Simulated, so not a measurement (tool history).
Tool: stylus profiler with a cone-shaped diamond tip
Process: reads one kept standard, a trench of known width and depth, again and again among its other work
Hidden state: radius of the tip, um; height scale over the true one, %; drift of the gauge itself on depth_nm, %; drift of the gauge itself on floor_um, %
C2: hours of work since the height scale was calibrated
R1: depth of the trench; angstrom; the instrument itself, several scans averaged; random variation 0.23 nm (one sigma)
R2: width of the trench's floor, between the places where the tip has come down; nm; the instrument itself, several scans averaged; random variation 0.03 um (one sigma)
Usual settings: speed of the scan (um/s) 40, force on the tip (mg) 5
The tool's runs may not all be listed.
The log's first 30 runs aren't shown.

Run 31, hour 793.6: usual settings but speed of the scan (um/s) 23, force on the tip (mg) 13.04; scans with this tip 13621; C2 1110. Result: R1 10313.3 angstrom, R2 20940 nm.
Run 32, hour 814.5: usual settings but speed of the scan (um/s) 23, force on the tip (mg) 13.04; scans with this tip 13743; C2 1120. Result: R1 10314.8 angstrom, R2 20930 nm.
Run 33, hour 838.4: usual settings but speed of the scan (um/s) 23, force on the tip (mg) 6.72; scans with this tip 13882; C2 1132. Result: R1 10215.3 angstrom, R2 20910 nm.
Run 34, hour 861.7: usual settings but speed of the scan (um/s) 90, force on the tip (mg) 6.01; scans with this tip 14018; C2 1143. Result: R1 10202.9 angstrom, R2 20730 nm.
Run 35, hour 891.3: usual settings but speed of the scan (um/s) 46, force on the tip (mg) 3.68; scans with this tip 14190; C2 1157. Result: R1 10150.6 angstrom, R2 20780 nm.
Run 36, hour 919.8: usual settings but speed of the scan (um/s) 12, force on the tip (mg) 8.37; scans with this tip 14356; C2 1170. Result: R1 10243.6 angstrom, R2 20880 nm.
Run 37, hour 946: usual settings but speed of the scan (um/s) 17, force on the tip (mg) 8.98; scans with this tip 14509; C2 1183. Result: R1 10252.7 angstrom, R2 20790 nm.
Run 38, hour 973.5: usual settings but speed of the scan (um/s) 26, force on the tip (mg) 8.17; scans with this tip 14669; C2 1196. Result: R1 10237.7 angstrom, R2 20700 nm.
Run 39, hour 1006.6: usual settings but speed of the scan (um/s) 120, force on the tip (mg) 7.51; scans with this tip 14861; C2 1211. Result: R1 10233.2 angstrom, R2 20450 nm.
Run 40, hour 1037.4: usual settings but speed of the scan (um/s) 43, force on the tip (mg) 14.92; scans with this tip 15041; C2 1226. Result: R1 10349.9 angstrom, R2 20710 nm.

4 ways to go on from here, each from the tool as it stands after run 40. What would each give?
Run A, hour 1073.8: usual settings but speed of the scan (um/s) 100, force on the tip (mg) 2.33; scans with this tip 15253; C2 1243. Result: R1 ?, R2 ?.
Run B, hour 1073.8: usual settings but force on the tip (mg) 4.85; scans with this tip 15253; C2 1243. Result: R1 ?, R2 ?.
Run C, hour 1073.8: usual settings but speed of the scan (um/s) 67, force on the tip (mg) 6.35; scans with this tip 15253; C2 1243. Result: R1 ?, R2 ?.
Run D, hour 1073.8: usual settings but speed of the scan (um/s) 29, force on the tip (mg) 13.3; scans with this tip 15253; C2 1243. Result: R1 ?, R2 ?.

run       R1     R2
  A  10122.6  20330
  B  10178.7  20590
  C  10207.1  20480
  D  10322.9  20680
Without the tool's hidden state the same runs would have given:
run       R1     R2
  A  10089.4  23610
  B  10145.4  23870
  C  10173.7  23750
  D  10289.1  23950
